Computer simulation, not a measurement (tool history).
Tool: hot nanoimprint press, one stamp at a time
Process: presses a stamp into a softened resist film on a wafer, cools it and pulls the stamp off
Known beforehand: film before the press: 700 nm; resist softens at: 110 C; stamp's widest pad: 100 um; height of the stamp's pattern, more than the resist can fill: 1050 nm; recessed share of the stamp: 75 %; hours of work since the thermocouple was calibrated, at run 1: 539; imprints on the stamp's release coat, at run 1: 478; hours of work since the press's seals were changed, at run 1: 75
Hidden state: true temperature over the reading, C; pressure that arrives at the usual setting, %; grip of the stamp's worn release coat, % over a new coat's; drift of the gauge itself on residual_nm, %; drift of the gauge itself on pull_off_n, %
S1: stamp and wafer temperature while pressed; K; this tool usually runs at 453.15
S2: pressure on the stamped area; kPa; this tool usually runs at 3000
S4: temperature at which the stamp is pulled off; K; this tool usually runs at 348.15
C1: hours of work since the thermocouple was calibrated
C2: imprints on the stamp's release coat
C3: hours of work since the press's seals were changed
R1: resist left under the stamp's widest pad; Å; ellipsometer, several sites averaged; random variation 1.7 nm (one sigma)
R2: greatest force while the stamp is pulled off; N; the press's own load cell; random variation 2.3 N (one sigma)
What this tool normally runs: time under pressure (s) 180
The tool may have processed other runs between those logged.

Run 1, hour 0: usual settings; C1 539; C2 478; C3 75. Result: R1 2672 Å, R2 107 N.
At hour 11: plate thermocouple calibrated.
Run 2, hour 19: usual settings; C1 4; C2 523; C3 82. Result: R1 2679 Å, R2 105 N.
Run 3, hour 47.6: usual settings; C1 16; C2 602; C3 94. Result: R1 2700 Å, R2 106 N.
At hour 69.3: stamp cleaned and given a new release coat.
Run 4, hour 69.3: usual settings but time under pressure (s) 141; C1 23; C2 0; C3 101. Result: R1 2910 Å, R2 104 N.
Run 5, hour 96.2: usual settings but time under pressure (s) 141; C1 35; C2 75; C3 113. Result: R1 2908 Å, R2 103 N.
Run 6, hour 123.2: usual settings but S2 3210 kPa; C1 46; C2 150; C3 125. Result: R1 2601 Å, R2 106 N.
Run 7, hour 140.6: usual settings but S4 351.15 K; C1 54; C2 198; C3 132. Result: R1 2654 Å, R2 98 N.
Run 8, hour 163.4: usual settings but S1 450.15 K; C1 64; C2 262; C3 142. Result: R1 3108 Å, R2 105 N.
Run 9, hour 178.7: usual settings but S2 2900 kPa; C1 70; C2 304; C3 149. Result: R1 2736 Å, R2 108 N.
Run 10, hour 197.8: usual settings but S2 2900 kPa, time under pressure (s) 164; C1 79; C2 357; C3 157. Result: R1 2830 Å, R2 104 N.
Run 11, hour 224.7: usual settings but S2 2900 kPa, time under pressure (s) 164; C1 90; C2 432; C3 169. Result: R1 2867 Å, R2 105 N.
Run 12, hour 245.5: usual settings but S2 2900 kPa, time under pressure (s) 164; C1 100; C2 490; C3 178. Result: R1 2830 Å, R2 103 N.
Run 13, hour 271.5: usual settings but S2 3270 kPa; C1 111; C2 562; C3 189. Result: R1 2532 Å, R2 105 N.
Run 14, hour 293.9: usual settings but time under pressure (s) 259; C1 121; C2 624; C3 199. Result: R1 2349 Å, R2 104 N.
At hour 306.8: stamp cleaned and given a new release coat.
Run 15, hour 320.8: usual settings but time under pressure (s) 259; C1 130; C2 38; C3 208. Result: R1 2363 Å, R2 99 N.
Run 16, hour 337.1: usual settings but S1 442.15 K, S2 3810 kPa, time under pressure (s) 240, S4 339.15 K; C1 137; C2 84; C3 215. Result: R1 3694 Å, R2 119 N.
Run 17, hour 365.5: usual settings but S1 442.15 K, S2 4390 kPa, time under pressure (s) 240, S4 355.15 K; C1 149; C2 163; C3 228. Result: R1 3454 Å, R2 88 N.
Run 18, hour 385.5: usual settings but S1 448.15 K, time under pressure (s) 206; C1 158; C2 218; C3 236. Result: R1 3268 Å, R2 103 N.
Run 19, hour 399.3: usual settings but S1 454.15 K, S2 3590 kPa, time under pressure (s) 206, S4 341.15 K; C1 164; C2 257; C3 242. Result: R1 2182 Å, R2 116 N.
Run 20, hour 422.4: usual settings but S1 460.15 K, S2 2730 kPa, time under pressure (s) 281, S4 352.15 K; C1 174; C2 321; C3 252. Result: R1 1734 Å, R2 98 N.
Run 21, hour 442.6: usual settings but S4 355.15 K; C1 183; C2 377; C3 261. Result: R1 2708 Å, R2 89 N.
Run 22, hour 462.4: usual settings but S1 464.15 K, time under pressure (s) 351, S4 338.15 K; C1 191; C2 432; C3 270. Result: R1 1262 Å, R2 120 N.
Run 23, hour 486.7: usual settings but S1 455.15 K, S2 3450 kPa, time under pressure (s) 122, S4 340.15 K; C1 202; C2 500; C3 280. Result: R1 2557 Å, R2 116 N.
Run 24, hour 500.5: usual settings but S1 455.15 K, S2 2680 kPa, time under pressure (s) 122, S4 340.15 K; C1 208; C2 538; C3 286. Result: R1 2967 Å, R2 115 N.
Run 25, hour 512.7: usual settings but S1 455.15 K, S2 3050 kPa, time under pressure (s) 122, S4 339.15 K; C1 213; C2 572; C3 292. Result: R1 2790 Å, R2 119 N.
Run 26, hour 527.2: usual settings but S1 455.15 K, S2 3050 kPa, time under pressure (s) 122, S4 339.15 K; C1 220; C2 612; C3 298. Result: R1 2758 Å, R2 119 N.
At hour 546.3: stamp cleaned and given a new release coat.
Run 27, hour 555.6: usual settings but S1 454.15 K, S2 4410 kPa, time under pressure (s) 105, S4 346.15 K; C1 229; C2 25; C3 308. Result: R1 2480 Å, R2 105 N.
Run 28, hour 581.6: usual settings but S1 459.15 K, S2 3800 kPa, time under pressure (s) 105, S4 334.15 K; C1 241; C2 98; C3 319. Result: R1 2113 Å, R2 126 N.
Run 29, hour 595.5: usual settings but S1 459.15 K, S2 3800 kPa, time under pressure (s) 105, S4 334.15 K; C1 247; C2 137; C3 325. Result: R1 2130 Å, R2 118 N.
Run 30, hour 615.1: usual settings but S1 459.15 K, S2 3800 kPa, time under pressure (s) 105, S4 334.15 K; C1 255; C2 191; C3 334. Result: R1 2131 Å, R2 126 N.

Forecast each of these 4 alternatives for the next run:
Run A, hour 628.4: usual settings but time under pressure (s) 304; C1 261; C2 228; C3 340. Result: R1 ?, R2 ?.
Run B, hour 628.4: usual settings but S2 3780 kPa, time under pressure (s) 164; C1 261; C2 228; C3 340. Result: R1 ?, R2 ?.
Run C, hour 628.4: usual settings but S1 452.15 K, S4 354.15 K; C1 261; C2 228; C3 340. Result: R1 ?, R2 ?.
Run D, hour 628.4: usual settings but S4 350.15 K; C1 261; C2 228; C3 340. Result: R1 ?, R2 ?.

run    R1   R2
  A  2227  103
  B  2427  100
  C  2831   96
  D  2689   99
With the hidden condition removed and each run's random variation left untouched, the same runs would have given:
run    R1   R2
  A  2233  103
  B  2433   99
  C  2839   95
  D  2697   98
